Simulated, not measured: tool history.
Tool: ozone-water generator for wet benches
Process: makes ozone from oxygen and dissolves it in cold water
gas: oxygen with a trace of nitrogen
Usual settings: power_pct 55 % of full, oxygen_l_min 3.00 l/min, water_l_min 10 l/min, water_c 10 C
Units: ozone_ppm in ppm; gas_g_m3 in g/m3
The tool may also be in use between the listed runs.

{"run": 1, "day": 0.0, "power_pct": 55, "oxygen_l_min": 3.0, "water_l_min": 10, "water_c": 10, "ozone_ppm": 28.2, "gas_g_m3": 218.1}
{"run": 2, "day": 3.658, "power_pct": 43, "oxygen_l_min": 3.0, "water_l_min": 10, "water_c": 10, "ozone_ppm": 24.0, "gas_g_m3": 187.6}
{"run": 3, "day": 9.662, "power_pct": 55, "oxygen_l_min": 2.06, "water_l_min": 10, "water_c": 10, "ozone_ppm": 28.4, "gas_g_m3": 280.2}
{"run": 4, "day": 15.9, "power_pct": 55, "oxygen_l_min": 2.06, "water_l_min": 10, "water_c": 10, "ozone_ppm": 28.6, "gas_g_m3": 278.6}
{"run": 5, "day": 19.029, "power_pct": 55, "oxygen_l_min": 2.29, "water_l_min": 10, "water_c": 10, "ozone_ppm": 28.3, "gas_g_m3": 258.6}
{"run": 6, "day": 22.988, "power_pct": 55, "oxygen_l_min": 2.29, "water_l_min": 10, "water_c": 10, "ozone_ppm": 28.1, "gas_g_m3": 260.1}
{"run": 7, "day": 28.588, "power_pct": 55, "oxygen_l_min": 3.0, "water_l_min": 10, "water_c": 10, "ozone_ppm": 27.6, "gas_g_m3": 214.4}
{"run": 8, "day": 31.883, "power_pct": 55, "oxygen_l_min": 3.0, "water_l_min": 12, "water_c": 10, "ozone_ppm": 23.2, "gas_g_m3": 215.7}
{"run": 9, "day": 37.196, "power_pct": 55, "oxygen_l_min": 3.0, "water_l_min": 12, "water_c": 10, "ozone_ppm": 23.3, "gas_g_m3": 215.8}
{"run": 10, "day": 40.329, "power_pct": 55, "oxygen_l_min": 3.09, "water_l_min": 10, "water_c": 10, "ozone_ppm": 27.3, "gas_g_m3": 209.7}
{"run": 11, "day": 43.758, "power_pct": 45, "oxygen_l_min": 3.0, "water_l_min": 10, "water_c": 10, "ozone_ppm": 23.9, "gas_g_m3": 190.3}
{"run": 12, "day": 47.421, "power_pct": 45, "oxygen_l_min": 3.0, "water_l_min": 10, "water_c": 9, "ozone_ppm": 24.2, "gas_g_m3": 188.5}
{"run": 13, "day": 52.967, "power_pct": 45, "oxygen_l_min": 3.0, "water_l_min": 10, "water_c": 9, "ozone_ppm": 24.5, "gas_g_m3": 188.1}
{"run": 14, "day": 58.804, "power_pct": 45, "oxygen_l_min": 3.0, "water_l_min": 10, "water_c": 9, "ozone_ppm": 24.1, "gas_g_m3": 188.1}
{"run": 15, "day": 61.979, "power_pct": 55, "oxygen_l_min": 3.0, "water_l_min": 10, "water_c": 8, "ozone_ppm": 27.6, "gas_g_m3": 212.1}
{"run": 16, "day": 68.258, "power_pct": 55, "oxygen_l_min": 3.0, "water_l_min": 10, "water_c": 8, "ozone_ppm": 28.1, "gas_g_m3": 211.9}
{"run": 17, "day": 71.279, "power_pct": 48, "oxygen_l_min": 3.66, "water_l_min": 16, "water_c": 16, "ozone_ppm": 14.6, "gas_g_m3": 170.1}
{"run": 18, "day": 76.146, "power_pct": 48, "oxygen_l_min": 3.66, "water_l_min": 16, "water_c": 16, "ozone_ppm": 14.4, "gas_g_m3": 170.0}
{"run": 19, "day": 81.758, "power_pct": 48, "oxygen_l_min": 3.66, "water_l_min": 16, "water_c": 16, "ozone_ppm": 14.3, "gas_g_m3": 170.1}
{"day": 82.642, "done": "water thermometer calibrated"}
{"run": 20, "day": 87.379, "power_pct": 44, "oxygen_l_min": 2.23, "water_l_min": 7, "water_c": 6, "ozone_ppm": 34.2, "gas_g_m3": 225.8}
{"run": 21, "day": 90.317, "power_pct": 94, "oxygen_l_min": 4.19, "water_l_min": 10, "water_c": 10, "ozone_ppm": 35.5, "gas_g_m3": 237.3}
{"run": 22, "day": 94.938, "power_pct": 94, "oxygen_l_min": 4.19, "water_l_min": 10, "water_c": 10, "ozone_ppm": 36.0, "gas_g_m3": 235.2}
{"run": 23, "day": 98.125, "power_pct": 98, "oxygen_l_min": 4.19, "water_l_min": 12, "water_c": 5, "ozone_ppm": 33.2, "gas_g_m3": 239.7}
{"run": 24, "day": 102.204, "power_pct": 89, "oxygen_l_min": 2.3, "water_l_min": 10, "water_c": 9, "ozone_ppm": 37.1, "gas_g_m3": 342.9}
{"run": 25, "day": 108.096, "power_pct": 89, "oxygen_l_min": 2.3, "water_l_min": 10, "water_c": 9, "ozone_ppm": 36.3, "gas_g_m3": 338.4}
{"run": 26, "day": 113.754, "power_pct": 55, "oxygen_l_min": 3.0, "water_l_min": 8, "water_c": 7, "ozone_ppm": 33.6, "gas_g_m3": 208.6}
{"run": 27, "day": 117.312, "power_pct": 55, "oxygen_l_min": 3.0, "water_l_min": 8, "water_c": 7, "ozone_ppm": 33.3, "gas_g_m3": 207.3}
{"run": 28, "day": 123.608, "power_pct": 55, "oxygen_l_min": 2.54, "water_l_min": 12, "water_c": 17, "ozone_ppm": 20.8, "gas_g_m3": 232.9}
{"run": 29, "day": 127.096, "power_pct": 55, "oxygen_l_min": 3.21, "water_l_min": 15, "water_c": 10, "ozone_ppm": 17.7, "gas_g_m3": 199.0}
{"day": 127.829, "done": "contactor cleaned"}
{"run": 30, "day": 129.996, "power_pct": 91, "oxygen_l_min": 3.0, "water_l_min": 10, "water_c": 10, "ozone_ppm": 37.2, "gas_g_m3": 280.6}
{"run": 31, "day": 134.579, "power_pct": 91, "oxygen_l_min": 3.0, "water_l_min": 10, "water_c": 10, "ozone_ppm": 37.0, "gas_g_m3": 282.0}
{"run": 32, "day": 138.329, "power_pct": 91, "oxygen_l_min": 3.0, "water_l_min": 10, "water_c": 10, "ozone_ppm": 37.1, "gas_g_m3": 280.7}

Hidden state or all else? Some run-to-run changes of ozone_ppm, split into what the settings, what came in and random variation would give without the hidden state, and what is left for the hidden state (with any gauge scatter that isn't in both results):
The hidden state here: yield of the discharge, % of new electrodes'; contactor's efficiency, % of a clean one's; true water temperature over the reading, C; drift of the gauge itself on ozone_ppm, %; drift of the gauge itself on gas_g_m3, %.
Run 16 -> 17: power_pct 55 -> 48, oxygen_l_min 3.00 -> 3.66, water_l_min 10 -> 16, water_c 8 -> 16. ozone_ppm -13.5 ppm: hidden state +0.8, all else -14.3.
Run 19 -> 20: power_pct 48 -> 44, oxygen_l_min 3.66 -> 2.23, water_l_min 16 -> 7, water_c 16 -> 6, water thermometer calibrated. ozone_ppm +19.9 ppm: hidden state -1.1, all else +21.0.
Run 20 -> 21: power_pct 44 -> 94, oxygen_l_min 2.23 -> 4.19, water_l_min 7 -> 10, water_c 6 -> 10. ozone_ppm +1.3 ppm: hidden state -1.4, all else +2.7.
Run 29 -> 30: power_pct 55 -> 91, oxygen_l_min 3.21 -> 3.00, water_l_min 15 -> 10, contactor cleaned. ozone_ppm +19.5 ppm: hidden state -1.2, all else +20.7.
